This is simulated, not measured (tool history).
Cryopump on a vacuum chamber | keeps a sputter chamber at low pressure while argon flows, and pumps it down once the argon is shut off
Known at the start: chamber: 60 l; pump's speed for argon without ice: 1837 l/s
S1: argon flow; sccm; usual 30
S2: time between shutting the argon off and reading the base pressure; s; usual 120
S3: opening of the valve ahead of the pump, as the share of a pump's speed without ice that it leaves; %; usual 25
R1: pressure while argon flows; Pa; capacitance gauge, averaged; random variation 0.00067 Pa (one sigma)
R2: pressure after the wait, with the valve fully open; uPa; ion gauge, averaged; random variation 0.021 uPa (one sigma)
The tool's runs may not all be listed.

| run | hour | S1 | S2 | S3 | R1 | R2 |
|---|---|---|---|---|---|---|
| 1 | 0 | 30 | 120 | 25 | 0.117 | 0.4 |
| 2 | 34 | 30 | 120 | 25 | 0.1161 | 0.45 |
| 3 | 69 | 30 | 120 | 25 | 0.1189 | 0.46 |
|  | 83.7 | pump warmed up, emptied and cooled again |
| 4 | 129.5 | 30 | 120 | 25 | 0.1102 | 0.41 |
| 5 | 187.4 | 30 | 120 | 32 | 0.0892 | 0.44 |
| 6 | 244.1 | 30 | 120 | 25 | 0.1125 | 0.5 |
| 7 | 275.2 | 30 | 120 | 25 | 0.1136 | 0.5 |
| 8 | 314.4 | 30 | 120 | 25 | 0.1133 | 0.54 |
| 9 | 379 | 30 | 208 | 25 | 0.1124 | 0.48 |
| 10 | 415.3 | 30 | 208 | 25 | 0.1153 | 0.54 |
| 11 | 468.6 | 30 | 208 | 25 | 0.1147 | 0.57 |
| 12 | 529.8 | 30 | 208 | 25 | 0.1143 | 0.6 |
| 13 | 577.7 | 30 | 208 | 25 | 0.1164 | 0.64 |
|  | 620.8 | pump warmed up, emptied and cooled again |
| 14 | 650.7 | 30 | 208 | 25 | 0.1119 | 0.6 |
| 15 | 726.7 | 30 | 120 | 27 | 0.1035 | 0.67 |
| 16 | 798.5 | 30 | 26 | 27 | 0.1052 | 1.23 |
| 17 | 871.5 | 30 | 26 | 27 | 0.106 | 1.3 |
| 18 | 905.7 | 30 | 22 | 37 | 0.0785 | 1.38 |
| 19 | 948.3 | 27 | 22 | 22 | 0.1167 | 1.47 |
| 20 | 989 | 42 | 68 | 18 | 0.2204 | 0.94 |
| 21 | 1036.5 | 42 | 68 | 18 | 0.2207 | 1 |
| 22 | 1067.9 | 42 | 68 | 18 | 0.2211 | 1.06 |
| 23 | 1103.6 | 14 | 145 | 25 | 0.0545 | 0.9 |
|  | 1154.3 | pump warmed up, emptied and cooled again |
| 24 | 1154.3 | 26 | 130 | 56 | 0.0442 | 0.86 |
| 25 | 1197.4 | 22 | 130 | 56 | 0.0369 | 0.88 |
| 26 | 1253.1 | 22 | 130 | 56 | 0.0379 | 0.85 |
| 27 | 1284.6 | 21 | 130 | 20 | 0.0982 | 0.86 |
| 28 | 1345.1 | 30 | 120 | 18 | 0.1553 | 0.97 |
| 29 | 1415.6 | 30 | 120 | 23 | 0.1242 | 1.04 |
| 30 | 1457.4 | 22 | 45 | 39 | 0.0537 | 1.3 |
| 31 | 1496.3 | 12 | 45 | 32 | 0.0367 | 1.31 |
| 32 | 1540.1 | 15 | 120 | 25 | 0.0568 | 1.16 |
| 33 | 1602.2 | 15 | 120 | 25 | 0.0568 | 1.1 |

The same runs without the tool's hidden state, with the same run-to-run variation:
The hidden state here: pump's speed, % of a pump's without ice; cold plate's temperature, K; leak into the chamber, uPa l/s; drift of the gauge itself on working_pa, %; drift of the gauge itself on base_upa, %.
| run | R1 | R2 |
|---|---|---|
| 1 | 0.1112 | 0.27 |
| 2 | 0.11 | 0.31 |
| 3 | 0.1123 | 0.3 |
| 4 | 0.1091 | 0.28 |
| 5 | 0.0875 | 0.28 |
| 6 | 0.1104 | 0.31 |
| 7 | 0.1112 | 0.29 |
| 8 | 0.1105 | 0.31 |
| 9 | 0.109 | 0.21 |
| 10 | 0.1114 | 0.24 |
| 11 | 0.1103 | 0.26 |
| 12 | 0.1092 | 0.24 |
| 13 | 0.1108 | 0.26 |
| 14 | 0.1107 | 0.25 |
| 15 | 0.1016 | 0.28 |
| 16 | 0.1027 | 0.8 |
| 17 | 0.1027 | 0.83 |
| 18 | 0.0749 | 0.89 |
| 19 | 0.1131 | 0.94 |
| 20 | 0.214 | 0.38 |
| 21 | 0.2136 | 0.42 |
| 22 | 0.2135 | 0.45 |
| 23 | 0.0518 | 0.26 |
| 24 | 0.0434 | 0.32 |
| 25 | 0.0359 | 0.3 |
| 26 | 0.0366 | 0.25 |
| 27 | 0.0967 | 0.25 |
| 28 | 0.1527 | 0.3 |
| 29 | 0.1209 | 0.31 |
| 30 | 0.0509 | 0.56 |
| 31 | 0.035 | 0.53 |
| 32 | 0.0544 | 0.35 |
| 33 | 0.0542 | 0.26 |
